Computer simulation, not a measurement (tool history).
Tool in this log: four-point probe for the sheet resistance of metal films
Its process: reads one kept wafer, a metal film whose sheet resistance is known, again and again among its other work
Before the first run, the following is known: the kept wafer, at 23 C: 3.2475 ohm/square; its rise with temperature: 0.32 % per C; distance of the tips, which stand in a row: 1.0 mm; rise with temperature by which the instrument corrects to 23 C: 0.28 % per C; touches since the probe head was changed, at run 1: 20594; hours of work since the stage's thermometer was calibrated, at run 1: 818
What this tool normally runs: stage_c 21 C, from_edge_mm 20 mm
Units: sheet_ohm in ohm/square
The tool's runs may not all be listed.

run   hour  stage_c  from_edge_mm  touches since the probe head was changed  hours of work since the stage's thermometer was calibrated  sheet_ohm
  1    0.0       21            20                                     20594                                                         818   3.253389
  2   24.2       30            20                                     21381                                                         836   3.264528
  3   78.1       21            20                                     23141                                                         876   3.254141
  4  104.3       21            20                                     23992                                                         896   3.254044
  5  138.1       21            20                                     25093                                                         921   3.255534
  6  194.4       19            20                                     26928                                                         963   3.252360
  7  233.9       19             5                                     28217                                                         992   3.316411
  8  266.9       21            20                                     29290                                                        1017   3.256595
  9  315.4       21            20                                     30873                                                        1053   3.255954
 10  357.7       34            44                                     32252                                                        1085   3.268088
     361.2  -- stage's thermometer calibrated
 11  408.8       34            44                                     33899                                                          36   3.269643
 12  444.2       34            44                                     35054                                                          62   3.268677
 13  477.1       26            15                                     36124                                                          86   3.267474
     490.2  -- stage's thermometer calibrated, once more
 14  530.2       26            15                                     37838                                                          30   3.266180
 15  558.3       21            63                                     38755                                                          51   3.253318
 16  602.0       21            63                                     40180                                                          83   3.254391
 17  654.8       31            10                                     41898                                                         123   3.281465

Pick out some run-to-run changes in sheet_ohm. Of each, how much would a tool without hidden state show as well, from the settings, what came in and chance, and how much is left for the hidden state and any gauge scatter not in both results compared?
What the log doesn't record here: inner tips' distance over the nominal, %; tips' flats over new ones', %; wafer's true temperature over the reading, C; drift of the gauge itself on sheet_ohm, %.
Run 6 -> 7: from_edge_mm 20 -> 5. sheet_ohm +0.064051 ohm/square: hidden state +0.000442, all else +0.063609.
Run 13 -> 14: stage's thermometer calibrated, once more. sheet_ohm -0.001294 ohm/square: hidden state -0.001622, all else +0.000328.

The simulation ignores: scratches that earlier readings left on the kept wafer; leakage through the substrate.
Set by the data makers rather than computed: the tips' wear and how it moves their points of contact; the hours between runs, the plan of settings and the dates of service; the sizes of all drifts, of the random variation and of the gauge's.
